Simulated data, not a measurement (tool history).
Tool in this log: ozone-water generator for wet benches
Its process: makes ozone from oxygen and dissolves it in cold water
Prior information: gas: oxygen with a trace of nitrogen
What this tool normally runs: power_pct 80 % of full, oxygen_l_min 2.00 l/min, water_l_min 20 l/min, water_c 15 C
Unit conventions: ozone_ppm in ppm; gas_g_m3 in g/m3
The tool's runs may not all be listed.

{"run": 1, "hour": 0.0, "power_pct": 80, "oxygen_l_min": 2.0, "water_l_min": 20, "water_c": 15, "ozone_ppm": 10.0, "gas_g_m3": 196.3}
{"run": 2, "hour": 34.1, "power_pct": 80, "oxygen_l_min": 2.0, "water_l_min": 20, "water_c": 15, "ozone_ppm": 9.8, "gas_g_m3": 197.0}
{"run": 3, "hour": 68.1, "power_pct": 80, "oxygen_l_min": 2.0, "water_l_min": 20, "water_c": 15, "ozone_ppm": 10.0, "gas_g_m3": 195.6}
{"run": 4, "hour": 117.8, "power_pct": 80, "oxygen_l_min": 2.0, "water_l_min": 20, "water_c": 15, "ozone_ppm": 10.0, "gas_g_m3": 196.9}
{"run": 5, "hour": 173.9, "power_pct": 80, "oxygen_l_min": 2.0, "water_l_min": 20, "water_c": 15, "ozone_ppm": 9.9, "gas_g_m3": 197.9}
{"run": 6, "hour": 207.2, "power_pct": 80, "oxygen_l_min": 2.0, "water_l_min": 20, "water_c": 15, "ozone_ppm": 9.9, "gas_g_m3": 198.3}
{"run": 7, "hour": 247.9, "power_pct": 80, "oxygen_l_min": 2.0, "water_l_min": 20, "water_c": 14, "ozone_ppm": 9.8, "gas_g_m3": 197.0}
{"run": 8, "hour": 291.0, "power_pct": 80, "oxygen_l_min": 2.0, "water_l_min": 20, "water_c": 14, "ozone_ppm": 9.9, "gas_g_m3": 196.2}
{"run": 9, "hour": 344.4, "power_pct": 80, "oxygen_l_min": 2.0, "water_l_min": 20, "water_c": 14, "ozone_ppm": 10.2, "gas_g_m3": 196.4}
{"run": 10, "hour": 408.4, "power_pct": 80, "oxygen_l_min": 2.0, "water_l_min": 20, "water_c": 14, "ozone_ppm": 10.0, "gas_g_m3": 193.5}
{"run": 11, "hour": 478.5, "power_pct": 80, "oxygen_l_min": 2.0, "water_l_min": 20, "water_c": 14, "ozone_ppm": 9.8, "gas_g_m3": 199.3}
{"run": 12, "hour": 535.3, "power_pct": 80, "oxygen_l_min": 2.0, "water_l_min": 20, "water_c": 9, "ozone_ppm": 10.2, "gas_g_m3": 196.6}
{"run": 13, "hour": 571.0, "power_pct": 80, "oxygen_l_min": 2.0, "water_l_min": 20, "water_c": 9, "ozone_ppm": 10.2, "gas_g_m3": 196.1}
{"run": 14, "hour": 613.2, "power_pct": 80, "oxygen_l_min": 2.0, "water_l_min": 20, "water_c": 9, "ozone_ppm": 10.3, "gas_g_m3": 196.3}
{"run": 15, "hour": 658.7, "power_pct": 80, "oxygen_l_min": 2.0, "water_l_min": 20, "water_c": 9, "ozone_ppm": 10.2, "gas_g_m3": 196.7}
{"run": 16, "hour": 697.7, "power_pct": 80, "oxygen_l_min": 2.0, "water_l_min": 20, "water_c": 9, "ozone_ppm": 10.4, "gas_g_m3": 196.7}
{"run": 17, "hour": 744.3, "power_pct": 80, "oxygen_l_min": 2.0, "water_l_min": 20, "water_c": 9, "ozone_ppm": 10.3, "gas_g_m3": 194.5}
{"run": 18, "hour": 790.7, "power_pct": 80, "oxygen_l_min": 2.0, "water_l_min": 20, "water_c": 9, "ozone_ppm": 10.3, "gas_g_m3": 193.6}
{"run": 19, "hour": 857.5, "power_pct": 76, "oxygen_l_min": 1.4, "water_l_min": 14, "water_c": 11, "ozone_ppm": 12.5, "gas_g_m3": 211.9}
{"hour": 913.4, "done": "contactor cleaned"}
{"run": 20, "hour": 921.3, "power_pct": 76, "oxygen_l_min": 1.4, "water_l_min": 14, "water_c": 11, "ozone_ppm": 12.9, "gas_g_m3": 211.2}
{"run": 21, "hour": 956.5, "power_pct": 80, "oxygen_l_min": 1.49, "water_l_min": 20, "water_c": 14, "ozone_ppm": 9.0, "gas_g_m3": 218.4}
{"hour": 1007.5, "done": "water thermometer calibrated"}
{"run": 22, "hour": 1016.7, "power_pct": 54, "oxygen_l_min": 2.01, "water_l_min": 16, "water_c": 20, "ozone_ppm": 8.8, "gas_g_m3": 135.1}
{"run": 23, "hour": 1076.6, "power_pct": 99, "oxygen_l_min": 2.0, "water_l_min": 20, "water_c": 18, "ozone_ppm": 12.4, "gas_g_m3": 239.3}
{"run": 24, "hour": 1117.8, "power_pct": 57, "oxygen_l_min": 1.25, "water_l_min": 18, "water_c": 8, "ozone_ppm": 7.2, "gas_g_m3": 168.5}
{"run": 25, "hour": 1171.4, "power_pct": 76, "oxygen_l_min": 1.25, "water_l_min": 18, "water_c": 8, "ozone_ppm": 9.3, "gas_g_m3": 222.8}
{"run": 26, "hour": 1240.9, "power_pct": 76, "oxygen_l_min": 1.25, "water_l_min": 18, "water_c": 8, "ozone_ppm": 9.2, "gas_g_m3": 221.2}
{"run": 27, "hour": 1286.3, "power_pct": 76, "oxygen_l_min": 1.44, "water_l_min": 18, "water_c": 12, "ozone_ppm": 9.8, "gas_g_m3": 211.4}
{"run": 28, "hour": 1320.2, "power_pct": 46, "oxygen_l_min": 1.29, "water_l_min": 30, "water_c": 17, "ozone_ppm": 3.1, "gas_g_m3": 137.1}
{"run": 29, "hour": 1383.0, "power_pct": 46, "oxygen_l_min": 1.29, "water_l_min": 30, "water_c": 17, "ozone_ppm": 2.9, "gas_g_m3": 136.8}
{"run": 30, "hour": 1418.3, "power_pct": 80, "oxygen_l_min": 2.0, "water_l_min": 16, "water_c": 9, "ozone_ppm": 14.1, "gas_g_m3": 193.9}
{"run": 31, "hour": 1476.1, "power_pct": 80, "oxygen_l_min": 2.0, "water_l_min": 16, "water_c": 9, "ozone_ppm": 13.7, "gas_g_m3": 195.2}
{"run": 32, "hour": 1505.5, "power_pct": 97, "oxygen_l_min": 1.58, "water_l_min": 29, "water_c": 15, "ozone_ppm": 7.0, "gas_g_m3": 251.0}
{"run": 33, "hour": 1536.6, "power_pct": 97, "oxygen_l_min": 1.58, "water_l_min": 29, "water_c": 8, "ozone_ppm": 7.4, "gas_g_m3": 253.0}

Selected run-to-run steps in ozone_ppm, each split into two signed amounts: the part the tool would show with no hidden state at all (from settings, incoming material and random variation), and the remainder, which goes to the hidden state together with any gauge scatter not common to the measured and the hidden-state-free results:
Hidden state at play: yield of the discharge, % of new electrodes'; contactor's efficiency, % of a clean one's; true water temperature over the reading, C; drift of the gauge itself on ozone_ppm, %; drift of the gauge itself on gas_g_m3, %.
Run 7 -> 8: nothing adjusted, nothing logged. ozone_ppm +0.1 ppm: hidden state -0.1, all else +0.2.
Run 8 -> 9: nothing adjusted, nothing logged. ozone_ppm +0.3 ppm: hidden state +0.1, all else +0.2.
Run 19 -> 20: contactor cleaned. ozone_ppm +0.4 ppm: hidden state +0.5, all else -0.1.
Run 27 -> 28: power_pct 76 -> 46, oxygen_l_min 1.44 -> 1.29, water_l_min 18 -> 30, water_c 12 -> 17. ozone_ppm -6.7 ppm: hidden state +0.0, all else -6.7.
Run 29 -> 30: power_pct 46 -> 80, oxygen_l_min 1.29 -> 2.00, water_l_min 30 -> 16, water_c 17 -> 9. ozone_ppm +11.2 ppm: hidden state +0.0, all else +11.2.
Run 31 -> 32: power_pct 80 -> 97, oxygen_l_min 2.00 -> 1.58, water_l_min 16 -> 29, water_c 9 -> 15. ozone_ppm -6.7 ppm: hidden state +0.0, all else -6.7.

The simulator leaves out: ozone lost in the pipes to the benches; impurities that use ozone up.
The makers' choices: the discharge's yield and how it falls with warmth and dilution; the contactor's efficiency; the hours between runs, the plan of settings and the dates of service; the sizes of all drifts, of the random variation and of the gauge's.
